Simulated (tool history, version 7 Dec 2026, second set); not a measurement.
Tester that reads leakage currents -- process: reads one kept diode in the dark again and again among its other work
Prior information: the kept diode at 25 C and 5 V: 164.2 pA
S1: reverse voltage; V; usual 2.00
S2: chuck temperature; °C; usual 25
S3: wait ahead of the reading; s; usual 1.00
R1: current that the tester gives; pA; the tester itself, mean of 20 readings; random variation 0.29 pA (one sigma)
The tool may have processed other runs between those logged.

| run | hour | S1 | S2 | S3 | R1 |
|---|---|---|---|---|---|
| 1 | 0.0 | 2.00 | 25 | 1.00 | 85.24 |
| 2 | 20.0 | 2.00 | 25 | 1.00 | 85.21 |
| 3 | 47.2 | 2.00 | 21 | 1.00 | 60.04 |
| 4 | 67.4 | 2.00 | 21 | 1.00 | 59.94 |
| 5 | 97.8 | 2.00 | 21 | 1.00 | 59.76 |
| 6 | 129.0 | 11.04 | 25 | 1.00 | 244.63 |
| 7 | 146.1 | 11.04 | 25 | 1.00 | 244.51 |
| 8 | 172.6 | 11.04 | 25 | 1.00 | 242.39 |
| 9 | 189.2 | 3.99 | 25 | 1.00 | 128.57 |
| 10 | 208.3 | 3.99 | 23 | 1.00 | 107.94 |
| 11 | 224.9 | 3.99 | 23 | 1.00 | 107.31 |
| 12 | 250.4 | 2.00 | 25 | 1.00 | 82.97 |
| 13 | 267.4 | 2.00 | 25 | 1.00 | 82.95 |
| 14 | 282.3 | 18.62 | 21 | 5.92 | 243.70 |
| 15 | 316.0 | 18.62 | 21 | 5.92 | 242.82 |
| 16 | 341.3 | 2.00 | 25 | 7.65 | 82.01 |
| 17 | 361.0 | 2.00 | 25 | 7.65 | 81.86 |
|  | 384.7 | chuck's temperature calibrated |
| 18 | 387.9 | 13.80 | 37 | 6.35 | 888.87 |
|  | 414.3 | probe card cleaned and baked |
| 19 | 416.7 | 13.80 | 37 | 6.35 | 849.05 |
| 20 | 447.5 | 2.16 | 25 | 7.11 | 99.32 |
| 21 | 478.0 | 8.30 | 25 | 6.37 | 222.18 |
| 22 | 510.4 | 2.45 | 25 | 1.61 | 106.63 |

What will run 23 give?
| 23 | 528.4 | 2.45 | 25 | 1.61 | ? |

{"run 23": {"R1": 106.63}}
With no hidden state in the tool, this same run would have given R1 108.02 pA.
